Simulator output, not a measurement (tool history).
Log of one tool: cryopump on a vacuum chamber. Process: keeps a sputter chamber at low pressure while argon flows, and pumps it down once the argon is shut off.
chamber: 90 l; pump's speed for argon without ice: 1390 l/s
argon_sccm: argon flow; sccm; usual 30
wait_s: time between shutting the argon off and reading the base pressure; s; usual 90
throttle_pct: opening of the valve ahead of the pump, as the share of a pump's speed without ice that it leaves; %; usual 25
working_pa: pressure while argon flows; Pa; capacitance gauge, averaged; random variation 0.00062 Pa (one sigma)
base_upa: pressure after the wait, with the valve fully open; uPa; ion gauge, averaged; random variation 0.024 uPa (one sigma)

{"run": 1, "day": 0.0, "argon_sccm": 30, "wait_s": 90, "throttle_pct": 25, "working_pa": 0.1517, "base_upa": 1.45}
{"run": 2, "day": 0.65, "argon_sccm": 30, "wait_s": 90, "throttle_pct": 32, "working_pa": 0.12, "base_upa": 1.39}
{"run": 3, "day": 1.604, "argon_sccm": 30, "wait_s": 90, "throttle_pct": 32, "working_pa": 0.1204, "base_upa": 1.4}
{"run": 4, "day": 2.371, "argon_sccm": 30, "wait_s": 90, "throttle_pct": 32, "working_pa": 0.1215, "base_upa": 1.44}
{"run": 5, "day": 3.233, "argon_sccm": 30, "wait_s": 90, "throttle_pct": 32, "working_pa": 0.1206, "base_upa": 1.47}
{"run": 6, "day": 4.021, "argon_sccm": 30, "wait_s": 90, "throttle_pct": 25, "working_pa": 0.1522, "base_upa": 1.49}
{"run": 7, "day": 4.583, "argon_sccm": 30, "wait_s": 131, "throttle_pct": 25, "working_pa": 0.1543, "base_upa": 1.23}
{"run": 8, "day": 5.312, "argon_sccm": 30, "wait_s": 131, "throttle_pct": 25, "working_pa": 0.1534, "base_upa": 1.32}
{"run": 9, "day": 5.95, "argon_sccm": 30, "wait_s": 131, "throttle_pct": 25, "working_pa": 0.1533, "base_upa": 1.29}
{"run": 10, "day": 6.875, "argon_sccm": 30, "wait_s": 90, "throttle_pct": 19, "working_pa": 0.2004, "base_upa": 1.49}
{"day": 7.488, "done": "pump warmed up, emptied and cooled again"}
{"run": 11, "day": 7.917, "argon_sccm": 30, "wait_s": 90, "throttle_pct": 49, "working_pa": 0.0749, "base_upa": 1.34}
{"run": 12, "day": 8.417, "argon_sccm": 30, "wait_s": 90, "throttle_pct": 49, "working_pa": 0.0759, "base_upa": 1.37}
{"run": 13, "day": 8.946, "argon_sccm": 30, "wait_s": 90, "throttle_pct": 49, "working_pa": 0.0762, "base_upa": 1.35}
{"run": 14, "day": 9.779, "argon_sccm": 19, "wait_s": 90, "throttle_pct": 25, "working_pa": 0.0929, "base_upa": 1.4}
{"run": 15, "day": 10.183, "argon_sccm": 19, "wait_s": 90, "throttle_pct": 25, "working_pa": 0.0926, "base_upa": 1.36}
{"run": 16, "day": 10.792, "argon_sccm": 19, "wait_s": 21, "throttle_pct": 25, "working_pa": 0.093, "base_upa": 3.49}
{"run": 17, "day": 11.329, "argon_sccm": 19, "wait_s": 21, "throttle_pct": 25, "working_pa": 0.0928, "base_upa": 3.53}
{"run": 18, "day": 11.746, "argon_sccm": 45, "wait_s": 189, "throttle_pct": 25, "working_pa": 0.2207, "base_upa": 1.07}
{"run": 19, "day": 12.158, "argon_sccm": 45, "wait_s": 189, "throttle_pct": 25, "working_pa": 0.2199, "base_upa": 1.06}
{"run": 20, "day": 12.875, "argon_sccm": 30, "wait_s": 63, "throttle_pct": 37, "working_pa": 0.1004, "base_upa": 1.74}
{"run": 21, "day": 13.288, "argon_sccm": 12, "wait_s": 281, "throttle_pct": 16, "working_pa": 0.0912, "base_upa": 0.96}
{"run": 22, "day": 14.142, "argon_sccm": 30, "wait_s": 25, "throttle_pct": 25, "working_pa": 0.1481, "base_upa": 3.1}
{"run": 23, "day": 14.642, "argon_sccm": 21, "wait_s": 90, "throttle_pct": 48, "working_pa": 0.0545, "base_upa": 1.47}
{"run": 24, "day": 15.262, "argon_sccm": 32, "wait_s": 93, "throttle_pct": 48, "working_pa": 0.0831, "base_upa": 1.44}
{"run": 25, "day": 16.0, "argon_sccm": 32, "wait_s": 68, "throttle_pct": 27, "working_pa": 0.1459, "base_upa": 1.69}
{"run": 26, "day": 16.788, "argon_sccm": 47, "wait_s": 27, "throttle_pct": 17, "working_pa": 0.3421, "base_upa": 2.98}
{"run": 27, "day": 17.562, "argon_sccm": 47, "wait_s": 27, "throttle_pct": 17, "working_pa": 0.3393, "base_upa": 2.92}
{"run": 28, "day": 18.45, "argon_sccm": 22, "wait_s": 90, "throttle_pct": 25, "working_pa": 0.1083, "base_upa": 1.48}
{"run": 29, "day": 19.375, "argon_sccm": 22, "wait_s": 90, "throttle_pct": 25, "working_pa": 0.1096, "base_upa": 1.53}
{"run": 30, "day": 20.221, "argon_sccm": 22, "wait_s": 90, "throttle_pct": 25, "working_pa": 0.1095, "base_upa": 1.52}
{"run": 31, "day": 20.704, "argon_sccm": 17, "wait_s": 112, "throttle_pct": 44, "working_pa": 0.0495, "base_upa": 1.38}
{"run": 32, "day": 21.679, "argon_sccm": 25, "wait_s": 46, "throttle_pct": 26, "working_pa": 0.12, "base_upa": 2.1}
{"run": 33, "day": 22.458, "argon_sccm": 31, "wait_s": 280, "throttle_pct": 20, "working_pa": 0.1925, "base_upa": 1.17}
{"run": 34, "day": 23.058, "argon_sccm": 31, "wait_s": 280, "throttle_pct": 20, "working_pa": 0.1928, "base_upa": 1.12}

3 ways to go on from here, each from the tool as it stands after run 34. What would each give?
{"run": "A", "day": 23.596, "argon_sccm": 24, "wait_s": 284, "throttle_pct": 31, "working_pa": "?", "base_upa": "?"}
{"run": "B", "day": 23.596, "argon_sccm": 30, "wait_s": 175, "throttle_pct": 19, "working_pa": "?", "base_upa": "?"}
{"run": "C", "day": 23.596, "argon_sccm": 15, "wait_s": 294, "throttle_pct": 16, "working_pa": "?", "base_upa": "?"}

run=A working_pa=0.0971 base_upa=1.17
run=B working_pa=0.1960 base_upa=1.30
run=C working_pa=0.1162 base_upa=1.09
Without the tool's hidden state the same runs would have given:
run=A working_pa=0.0940 base_upa=0.45
run=B working_pa=0.1922 base_upa=0.57
run=C working_pa=0.1143 base_upa=0.38
